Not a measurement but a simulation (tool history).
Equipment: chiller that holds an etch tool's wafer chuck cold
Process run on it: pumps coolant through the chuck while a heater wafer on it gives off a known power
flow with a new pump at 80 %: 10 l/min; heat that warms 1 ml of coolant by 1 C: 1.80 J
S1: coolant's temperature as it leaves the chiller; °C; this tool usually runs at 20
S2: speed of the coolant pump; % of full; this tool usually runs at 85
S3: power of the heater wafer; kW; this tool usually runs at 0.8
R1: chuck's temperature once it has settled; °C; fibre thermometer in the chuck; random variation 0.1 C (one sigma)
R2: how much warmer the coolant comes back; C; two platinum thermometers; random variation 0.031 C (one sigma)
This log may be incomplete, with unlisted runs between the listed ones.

{"run": 1, "day": 0.0, "S1": 20, "S2": 85, "S3": 0.8, "R1": 25, "R2": 2.51}
{"run": 2, "day": 5.288, "S1": 20, "S2": 85, "S3": 0.459, "R1": 23, "R2": 1.42}
{"run": 3, "day": 8.9, "S1": 20, "S2": 85, "S3": 0.8, "R1": 25.3, "R2": 2.49}
{"day": 9.338, "done": "chiller's thermometer calibrated"}
{"run": 4, "day": 11.562, "S1": 20, "S2": 85, "S3": 0.8, "R1": 25.2, "R2": 2.54}
{"run": 5, "day": 14.633, "S1": 20, "S2": 85, "S3": 0.8, "R1": 25.1, "R2": 2.48}
{"run": 6, "day": 17.129, "S1": 20, "S2": 65, "S3": 0.8, "R1": 26.7, "R2": 3.35}
{"run": 7, "day": 20.908, "S1": 20, "S2": 85, "S3": 0.487, "R1": 23.2, "R2": 1.52}
{"run": 8, "day": 23.658, "S1": 20, "S2": 85, "S3": 0.904, "R1": 26, "R2": 2.8}
{"run": 9, "day": 28.442, "S1": 20, "S2": 85, "S3": 0.904, "R1": 26.1, "R2": 2.81}
{"run": 10, "day": 31.925, "S1": 14, "S2": 85, "S3": 0.8, "R1": 19.4, "R2": 2.48}
{"day": 33.138, "done": "coolant changed, channels flushed"}
{"run": 11, "day": 36.938, "S1": 20, "S2": 85, "S3": 0.8, "R1": 25.1, "R2": 2.4}
{"run": 12, "day": 39.979, "S1": 20, "S2": 85, "S3": 0.8, "R1": 25.1, "R2": 2.41}
{"run": 13, "day": 44.429, "S1": 20, "S2": 85, "S3": 0.8, "R1": 25.2, "R2": 2.35}
{"run": 14, "day": 47.175, "S1": 20, "S2": 85, "S3": 0.8, "R1": 25.1, "R2": 2.43}
{"run": 15, "day": 50.6, "S1": 20, "S2": 85, "S3": 0.8, "R1": 25.2, "R2": 2.4}
{"run": 16, "day": 54.142, "S1": 20, "S2": 85, "S3": 0.8, "R1": 25.3, "R2": 2.4}
{"run": 17, "day": 57.546, "S1": 12, "S2": 69, "S3": 0.579, "R1": 16.6, "R2": 2.17}
{"run": 18, "day": 60.292, "S1": 20, "S2": 85, "S3": 0.733, "R1": 24.8, "R2": 2.27}
{"run": 19, "day": 63.7, "S1": 18, "S2": 63, "S3": 0.8, "R1": 24.9, "R2": 3.44}
{"run": 20, "day": 67.908, "S1": 18, "S2": 63, "S3": 0.8, "R1": 24.8, "R2": 3.34}
{"run": 21, "day": 70.45, "S1": 14, "S2": 85, "S3": 0.478, "R1": 17.1, "R2": 1.43}
{"run": 22, "day": 73.262, "S1": 14, "S2": 64, "S3": 1.135, "R1": 23.8, "R2": 4.74}
{"run": 23, "day": 75.512, "S1": 12, "S2": 96, "S3": 0.8, "R1": 16.6, "R2": 2.12}
{"run": 24, "day": 77.9, "S1": 12, "S2": 96, "S3": 0.8, "R1": 16.6, "R2": 2.09}
{"run": 25, "day": 81.046, "S1": 27, "S2": 74, "S3": 0.437, "R1": 30.5, "R2": 1.54}
{"run": 26, "day": 83.562, "S1": 27, "S2": 74, "S3": 0.437, "R1": 30.4, "R2": 1.44}
{"run": 27, "day": 85.783, "S1": 27, "S2": 74, "S3": 0.437, "R1": 30.3, "R2": 1.41}
{"run": 28, "day": 89.142, "S1": 27, "S2": 97, "S3": 0.982, "R1": 32.5, "R2": 2.49}
{"run": 29, "day": 94.254, "S1": 27, "S2": 97, "S3": 0.982, "R1": 32.6, "R2": 2.55}
{"run": 30, "day": 96.483, "S1": 26, "S2": 86, "S3": 0.8, "R1": 31.2, "R2": 2.38}
{"run": 31, "day": 100.258, "S1": 26, "S2": 81, "S3": 0.492, "R1": 29.4, "R2": 1.5}
{"run": 32, "day": 103.062, "S1": 26, "S2": 81, "S3": 0.492, "R1": 29.4, "R2": 1.5}

Here are 3 independent what-if runs from the current tool condition. What would each one return?
{"run": "A", "day": 107.238, "S1": 18, "S2": 94, "S3": 0.895, "R1": "?", "R2": "?"}
{"run": "B", "day": 107.238, "S1": 26, "S2": 88, "S3": 0.492, "R1": "?", "R2": "?"}
{"run": "C", "day": 107.238, "S1": 26, "S2": 68, "S3": 0.82, "R1": "?", "R2": "?"}

run=A R1=23.2 R2=2.33
run=B R1=29 R2=1.36
run=C R1=32.4 R2=3.14
What these runs would have given with no unlogged condition in the tool:
run=A R1=23.2 R2=2.46
run=B R1=29 R2=1.5
run=C R1=32.4 R2=3.28
